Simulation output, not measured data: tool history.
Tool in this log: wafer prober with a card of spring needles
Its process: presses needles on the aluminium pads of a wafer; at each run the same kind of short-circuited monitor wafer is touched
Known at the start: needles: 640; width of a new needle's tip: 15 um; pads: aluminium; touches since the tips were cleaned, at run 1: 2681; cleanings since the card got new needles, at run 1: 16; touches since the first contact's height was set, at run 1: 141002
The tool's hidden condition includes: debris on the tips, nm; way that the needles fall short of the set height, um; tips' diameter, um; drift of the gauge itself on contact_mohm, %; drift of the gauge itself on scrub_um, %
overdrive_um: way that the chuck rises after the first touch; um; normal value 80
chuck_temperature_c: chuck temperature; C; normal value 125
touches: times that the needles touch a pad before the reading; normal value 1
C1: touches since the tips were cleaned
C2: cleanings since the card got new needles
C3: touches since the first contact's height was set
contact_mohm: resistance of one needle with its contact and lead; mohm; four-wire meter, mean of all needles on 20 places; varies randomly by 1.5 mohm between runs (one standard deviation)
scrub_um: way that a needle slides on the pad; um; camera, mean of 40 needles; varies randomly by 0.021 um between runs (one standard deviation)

{"run": 1, "hour": 0.0, "overdrive_um": 80, "chuck_temperature_c": 125, "touches": 1, "C1": 2681, "C2": 16, "C3": 141002, "contact_mohm": 173, "scrub_um": 10.27}
{"hour": 7.3, "done": "tips cleaned on abrasive film"}
{"run": 2, "hour": 8.8, "overdrive_um": 80, "chuck_temperature_c": 125, "touches": 1, "C1": 1119, "C2": 17, "C3": 147568, "contact_mohm": 161, "scrub_um": 10.22}
{"run": 3, "hour": 16.1, "overdrive_um": 80, "chuck_temperature_c": 125, "touches": 1, "C1": 6563, "C2": 17, "C3": 153012, "contact_mohm": 185, "scrub_um": 10.23}
{"hour": 17.8, "done": "tips cleaned on abrasive film"}
{"run": 4, "hour": 25.4, "overdrive_um": 80, "chuck_temperature_c": 125, "touches": 3, "C1": 5735, "C2": 18, "C3": 160001, "contact_mohm": 164, "scrub_um": 10.25}
{"hour": 28.9, "done": "tips cleaned on abrasive film"}
{"run": 5, "hour": 31.1, "overdrive_um": 80, "chuck_temperature_c": 125, "touches": 3, "C1": 1652, "C2": 19, "C3": 164190, "contact_mohm": 156, "scrub_um": 10.23}
{"hour": 39.9, "done": "tips cleaned on abrasive film"}
{"run": 6, "hour": 40.5, "overdrive_um": 80, "chuck_temperature_c": 125, "touches": 3, "C1": 443, "C2": 20, "C3": 171175, "contact_mohm": 147, "scrub_um": 10.18}
{"run": 7, "hour": 45.6, "overdrive_um": 80, "chuck_temperature_c": 125, "touches": 3, "C1": 4295, "C2": 20, "C3": 175027, "contact_mohm": 157, "scrub_um": 10.23}
{"hour": 50.6, "done": "tips cleaned on abrasive film"}
{"run": 8, "hour": 51.8, "overdrive_um": 80, "chuck_temperature_c": 125, "touches": 1, "C1": 919, "C2": 21, "C3": 179632, "contact_mohm": 158, "scrub_um": 10.21}
{"run": 9, "hour": 58.4, "overdrive_um": 80, "chuck_temperature_c": 125, "touches": 2, "C1": 5885, "C2": 21, "C3": 184598, "contact_mohm": 173, "scrub_um": 10.2}
{"hour": 61.9, "done": "tips cleaned on abrasive film"}
{"run": 10, "hour": 64.5, "overdrive_um": 80, "chuck_temperature_c": 125, "touches": 2, "C1": 1991, "C2": 22, "C3": 189096, "contact_mohm": 160, "scrub_um": 10.2}
{"hour": 72.8, "done": "tips cleaned on abrasive film"}
{"run": 11, "hour": 74.2, "overdrive_um": 80, "chuck_temperature_c": 100, "touches": 2, "C1": 1030, "C2": 23, "C3": 196288, "contact_mohm": 155, "scrub_um": 10.18}
{"run": 12, "hour": 78.2, "overdrive_um": 80, "chuck_temperature_c": 125, "touches": 1, "C1": 4108, "C2": 23, "C3": 199366, "contact_mohm": 180, "scrub_um": 10.19}
{"hour": 83.4, "done": "tips cleaned on abrasive film"}
{"run": 13, "hour": 84.0, "overdrive_um": 80, "chuck_temperature_c": 48, "touches": 1, "C1": 386, "C2": 24, "C3": 203595, "contact_mohm": 144, "scrub_um": 10.17}
{"run": 14, "hour": 90.4, "overdrive_um": 80, "chuck_temperature_c": 125, "touches": 1, "C1": 5271, "C2": 24, "C3": 208480, "contact_mohm": 187, "scrub_um": 10.17}
{"hour": 94.4, "done": "tips cleaned on abrasive film"}
{"run": 15, "hour": 98.2, "overdrive_um": 69, "chuck_temperature_c": 125, "touches": 1, "C1": 2840, "C2": 25, "C3": 214226, "contact_mohm": 185, "scrub_um": 8.68}
{"hour": 105.3, "done": "tips cleaned on abrasive film"}
{"run": 16, "hour": 105.3, "overdrive_um": 69, "chuck_temperature_c": 55, "touches": 1, "C1": 16, "C2": 26, "C3": 219516, "contact_mohm": 140, "scrub_um": 8.64}
{"run": 17, "hour": 112.5, "overdrive_um": 69, "chuck_temperature_c": 55, "touches": 1, "C1": 5412, "C2": 26, "C3": 224912, "contact_mohm": 186, "scrub_um": 8.69}
{"hour": 116.1, "done": "tips cleaned on abrasive film"}
{"hour": 117.4, "done": "height of the first contact set anew"}
{"run": 18, "hour": 121.9, "overdrive_um": 69, "chuck_temperature_c": 102, "touches": 1, "C1": 4119, "C2": 27, "C3": 3408, "contact_mohm": 191, "scrub_um": 8.59}
{"hour": 127.1, "done": "tips cleaned on abrasive film"}
{"run": 19, "hour": 131.1, "overdrive_um": 70, "chuck_temperature_c": 105, "touches": 2, "C1": 3005, "C2": 28, "C3": 10241, "contact_mohm": 165, "scrub_um": 8.73}
{"run": 20, "hour": 136.0, "overdrive_um": 67, "chuck_temperature_c": 35, "touches": 3, "C1": 6666, "C2": 28, "C3": 13902, "contact_mohm": 158, "scrub_um": 8.36}
{"hour": 137.9, "done": "tips cleaned on abrasive film"}
{"run": 21, "hour": 140.9, "overdrive_um": 81, "chuck_temperature_c": 50, "touches": 1, "C1": 2275, "C2": 29, "C3": 17543, "contact_mohm": 165, "scrub_um": 10.16}

What does the tool deliver on the next run?
{"run": 22, "hour": 145.1, "overdrive_um": 81, "chuck_temperature_c": 50, "touches": 1, "C1": 5429, "C2": 29, "C3": 20697, "contact_mohm": "?", "scrub_um": "?"}

{"run 22": {"contact_mohm": 178, "scrub_um": 10.19}}
Were there no unlogged condition in the tool, this run, its random variation unchanged, would have produced contact_mohm 135 mohm, scrub_um 10.67 um.

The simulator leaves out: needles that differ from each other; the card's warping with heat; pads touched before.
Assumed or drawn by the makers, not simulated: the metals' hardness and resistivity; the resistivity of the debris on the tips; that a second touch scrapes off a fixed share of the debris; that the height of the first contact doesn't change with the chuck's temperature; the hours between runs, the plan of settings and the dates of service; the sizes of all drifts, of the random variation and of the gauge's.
